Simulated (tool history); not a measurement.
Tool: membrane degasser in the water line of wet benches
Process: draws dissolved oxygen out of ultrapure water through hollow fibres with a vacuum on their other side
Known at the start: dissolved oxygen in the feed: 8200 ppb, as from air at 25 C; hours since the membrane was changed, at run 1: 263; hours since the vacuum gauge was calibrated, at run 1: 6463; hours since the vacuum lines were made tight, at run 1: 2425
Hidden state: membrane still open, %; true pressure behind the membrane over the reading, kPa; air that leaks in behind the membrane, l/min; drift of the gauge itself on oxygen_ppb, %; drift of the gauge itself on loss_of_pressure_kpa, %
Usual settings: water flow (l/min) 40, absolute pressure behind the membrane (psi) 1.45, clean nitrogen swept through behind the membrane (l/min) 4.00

| run | hour | water flow (l/min) | absolute pressure behind the membrane (psi) | clean nitrogen swept through behind the membrane (l/min) | hours since the membrane was changed | hours since the vacuum gauge was calibrated | hours since the vacuum lines were made tight | dissolved oxygen in the water behind the degasser (ppb) | pressure that the water loses in the fibres (psi) |
|---|---|---|---|---|---|---|---|---|---|
| 1 | 0.0 | 40 | 1.45 | 4.00 | 263 | 6463 | 2425 | 264.1 | 7.571 |
| 2 | 114.4 | 40 | 1.45 | 4.00 | 377 | 6577 | 2539 | 267.2 | 7.529 |
| 3 | 215.1 | 61 | 1.45 | 4.00 | 478 | 6678 | 2640 | 613.6 | 11.501 |
|  | 274.2 | vacuum gauge calibrated |
| 4 | 293.1 | 61 | 1.45 | 4.00 | 555 | 19 | 2717 | 606.6 | 11.467 |
| 5 | 350.4 | 61 | 1.45 | 4.00 | 613 | 76 | 2774 | 621.9 | 11.571 |
| 6 | 431.0 | 40 | 1.45 | 4.00 | 693 | 157 | 2855 | 265.1 | 7.558 |
| 7 | 491.8 | 40 | 1.45 | 4.00 | 754 | 218 | 2916 | 266.0 | 7.568 |
| 8 | 560.3 | 40 | 1.45 | 4.00 | 823 | 286 | 2984 | 269.3 | 7.583 |
| 9 | 644.0 | 40 | 1.45 | 4.00 | 906 | 370 | 3068 | 266.1 | 7.588 |
| 10 | 733.3 | 40 | 2.31 | 4.00 | 996 | 459 | 3157 | 391.9 | 7.522 |
|  | 825.8 | vacuum gauge calibrated, once more |
| 11 | 825.8 | 40 | 2.31 | 4.00 | 1088 | 0 | 3249 | 388.4 | 7.633 |
| 12 | 875.6 | 40 | 2.31 | 4.00 | 1138 | 50 | 3299 | 398.7 | 7.583 |
| 13 | 959.1 | 40 | 1.45 | 4.00 | 1221 | 133 | 3383 | 259.0 | 7.599 |
| 14 | 1035.2 | 40 | 1.65 | 4.00 | 1297 | 209 | 3459 | 290.7 | 7.688 |
| 15 | 1107.5 | 40 | 1.65 | 4.00 | 1369 | 282 | 3531 | 294.9 | 7.609 |
| 16 | 1157.1 | 40 | 1.65 | 4.00 | 1419 | 331 | 3581 | 285.6 | 7.555 |
| 17 | 1220.7 | 40 | 1.65 | 4.00 | 1483 | 395 | 3644 | 295.2 | 7.645 |
| 18 | 1311.0 | 52 | 0.93 | 4.00 | 1573 | 485 | 3735 | 346.6 | 9.921 |
| 19 | 1388.4 | 48 | 0.93 | 6.60 | 1650 | 563 | 3812 | 256.3 | 9.090 |
| 20 | 1464.6 | 38 | 2.48 | 1.68 | 1726 | 639 | 3888 | 721.4 | 7.226 |
| 21 | 1531.0 | 29 | 3.18 | 3.02 | 1793 | 705 | 3955 | 434.3 | 5.533 |
| 22 | 1631.2 | 63 | 1.15 | 8.80 | 1893 | 805 | 4055 | 507.6 | 11.948 |
| 23 | 1705.9 | 33 | 0.90 | 1.90 | 1968 | 880 | 4129 | 167.0 | 6.289 |
| 24 | 1782.5 | 33 | 0.90 | 1.90 | 2044 | 957 | 4206 | 164.2 | 6.311 |
| 25 | 1857.3 | 33 | 0.90 | 1.90 | 2119 | 1031 | 4281 | 165.8 | 6.284 |
| 26 | 1921.9 | 30 | 0.88 | 11.12 | 2184 | 1096 | 4345 | 52.7 | 5.730 |
| 27 | 1987.0 | 25 | 1.44 | 3.13 | 2249 | 1161 | 4411 | 142.4 | 4.725 |
| 28 | 2069.0 | 31 | 2.44 | 6.30 | 2331 | 1243 | 4493 | 199.8 | 5.896 |
| 29 | 2156.8 | 31 | 2.44 | 6.30 | 2419 | 1331 | 4580 | 202.3 | 5.897 |
| 30 | 2217.8 | 31 | 2.44 | 6.30 | 2480 | 1392 | 4641 | 198.8 | 5.900 |
| 31 | 2276.6 | 32 | 0.93 | 4.00 | 2539 | 1451 | 4700 | 104.8 | 6.060 |

Hidden state at the last listed run before each entry between runs and at the first one after, where it differs:
Between runs 3 and 4: vacuum gauge calibrated (hour 274.2)
  membrane still open, %: 99.8 -> 99.7; true pressure behind the membrane over the reading, kPa: 0.2 -> 0.27; air that leaks in behind the membrane, l/min: 0.0083 -> 0.0085
  measured less the result without the state, dissolved oxygen in the water behind the degasser (ppb): +9.4 -> +11.8; pressure that the water loses in the fibres (psi): +0.028 -> +0.032
Between runs 10 and 11: vacuum gauge calibrated, once more (hour 825.8)
  true pressure behind the membrane over the reading, kPa: 0.28 -> -0.06; air that leaks in behind the membrane, l/min: 0.0097 -> 0.01
  measured less the result without the state, dissolved oxygen in the water behind the degasser (ppb): +9.4 -> +2.5; pressure that the water loses in the fibres (psi): +0.036 -> +0.041
